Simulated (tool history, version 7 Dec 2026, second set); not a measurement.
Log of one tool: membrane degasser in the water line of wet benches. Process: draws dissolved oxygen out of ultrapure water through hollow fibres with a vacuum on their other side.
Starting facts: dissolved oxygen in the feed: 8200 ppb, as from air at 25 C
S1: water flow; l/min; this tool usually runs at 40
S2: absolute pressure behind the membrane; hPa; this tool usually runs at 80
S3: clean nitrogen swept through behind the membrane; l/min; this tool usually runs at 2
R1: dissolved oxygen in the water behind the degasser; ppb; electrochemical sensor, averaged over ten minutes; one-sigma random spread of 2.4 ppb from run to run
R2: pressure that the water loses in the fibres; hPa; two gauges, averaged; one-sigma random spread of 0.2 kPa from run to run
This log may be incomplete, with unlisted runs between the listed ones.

Run 1, day 0: usual settings. Result: R1 275.8 ppb, R2 435 hPa.
Run 2, day 3.612: usual settings. Result: R1 275.7 ppb, R2 436.9 hPa.
Run 3, day 6.904: usual settings. Result: R1 271.3 ppb, R2 436.7 hPa.
Run 4, day 11.629: usual settings. Result: R1 279.3 ppb, R2 442.1 hPa.
Run 5, day 14.329: usual settings but S2 70.7 hPa. Result: R1 239.2 ppb, R2 437 hPa.
Run 6, day 19.983: usual settings but S2 70.7 hPa. Result: R1 240.2 ppb, R2 438.7 hPa.
Run 7, day 25.346: usual settings but S3 1.57 l/min. Result: R1 320.1 ppb, R2 437.3 hPa.
Run 8, day 29.458: usual settings. Result: R1 279.1 ppb, R2 435.8 hPa.
Run 9, day 34.954: usual settings. Result: R1 281 ppb, R2 440.3 hPa.
Run 10, day 41.138: usual settings but S3 5.3 l/min. Result: R1 154.4 ppb, R2 441.2 hPa.
Run 11, day 45.096: usual settings. Result: R1 281 ppb, R2 440.7 hPa.
Run 12, day 49.962: usual settings. Result: R1 282.4 ppb, R2 440.5 hPa.
Run 13, day 52.742: usual settings. Result: R1 281.6 ppb, R2 438 hPa.
Run 14, day 55.433: usual settings. Result: R1 280 ppb, R2 436.1 hPa.
Run 15, day 61.371: usual settings but S1 58 l/min. Result: R1 441.9 ppb, R2 639.1 hPa.
Run 16, day 64.392: usual settings. Result: R1 280.8 ppb, R2 438.1 hPa.
Run 17, day 67.504: usual settings. Result: R1 281.6 ppb, R2 443.2 hPa.
Run 18, day 73.704: usual settings but S1 31 l/min, S2 176.1 hPa, S3 3.56 l/min. Result: R1 320.7 ppb, R2 341.8 hPa.
Run 19, day 77.879: usual settings but S1 61 l/min, S2 109.1 hPa, S3 1 l/min. Result: R1 946.4 ppb, R2 674.7 hPa.
Run 20, day 83.629: usual settings but S1 61 l/min, S2 182.2 hPa, S3 4.72 l/min. Result: R1 577.6 ppb, R2 676.1 hPa.
Run 21, day 89.162: usual settings but S1 29 l/min, S2 73.8 hPa. Result: R1 166.2 ppb, R2 324.3 hPa.
Run 22, day 94.408: usual settings but S2 87.7 hPa, S3 1.14 l/min. Result: R1 458 ppb, R2 444.2 hPa.
Run 23, day 98.788: usual settings but S2 87.7 hPa, S3 1.14 l/min. Result: R1 453.8 ppb, R2 444.5 hPa.
Run 24, day 103.733: usual settings but S2 87.7 hPa, S3 1.14 l/min. Result: R1 462.6 ppb, R2 443.4 hPa.
Run 25, day 107.683: usual settings but S2 53.8 hPa, S3 2.06 l/min. Result: R1 166 ppb, R2 444.2 hPa.
Run 26, day 110.238: usual settings but S1 46 l/min, S3 4.17 l/min. Result: R1 216.6 ppb, R2 507.5 hPa.
Run 27, day 113.1: usual settings but S1 46 l/min, S2 69.9 hPa, S3 3.14 l/min. Result: R1 222.6 ppb, R2 512.2 hPa.
Run 28, day 118.062: usual settings but S1 46 l/min, S2 69.9 hPa, S3 3.14 l/min. Result: R1 223.2 ppb, R2 509 hPa.
Run 29, day 121.612: usual settings but S1 46 l/min, S2 69.9 hPa, S3 3.14 l/min. Result: R1 226.3 ppb, R2 512.4 hPa.
Run 30, day 125.029: usual settings but S1 46 l/min, S2 69.9 hPa, S3 3.14 l/min. Result: R1 224.8 ppb, R2 511 hPa.
Run 31, day 127.817: usual settings but S1 46 l/min, S2 69.9 hPa, S3 3.14 l/min. Result: R1 224.3 ppb, R2 512.4 hPa.

Not shown here: 3 entries made in the log between runs. Locate each between two listed runs and compare the hidden state at the listed run before it with the hidden state at the listed run after it:
Runs 9 to 10: vacuum gauge calibrated (day 35.538)
  membrane still open, %: 97.4 -> 97.3; true pressure behind the membrane over the reading, kPa: 0.11 -> 0.14; air that leaks in behind the membrane, l/min: 0.0278 -> 0.0283
  the result without the hidden state subtracted from the measured one, R1: +14.5 -> +12.1 ppb; R2: +11.6 -> +12 hPa
Runs 12 to 13: seals of the vacuum lines changed (day 51.171)
  air that leaks in behind the membrane, l/min: 0.029 -> 0.0031
  the result without the hidden state subtracted from the measured one, R1: +17.2 -> +15.5 ppb; R2: +12.6 -> +12.8 hPa
Runs 17 to 18: vacuum gauge calibrated, once more (day 71.683)
  membrane still open, %: 96.8 -> 96.7; true pressure behind the membrane over the reading, kPa: 0.18 -> 0.05; air that leaks in behind the membrane, l/min: 0.0043 -> 0.0048
  the result without the hidden state subtracted from the measured one, R1: +17.3 -> +6.9 ppb; R2: +14 -> +11.3 hPa

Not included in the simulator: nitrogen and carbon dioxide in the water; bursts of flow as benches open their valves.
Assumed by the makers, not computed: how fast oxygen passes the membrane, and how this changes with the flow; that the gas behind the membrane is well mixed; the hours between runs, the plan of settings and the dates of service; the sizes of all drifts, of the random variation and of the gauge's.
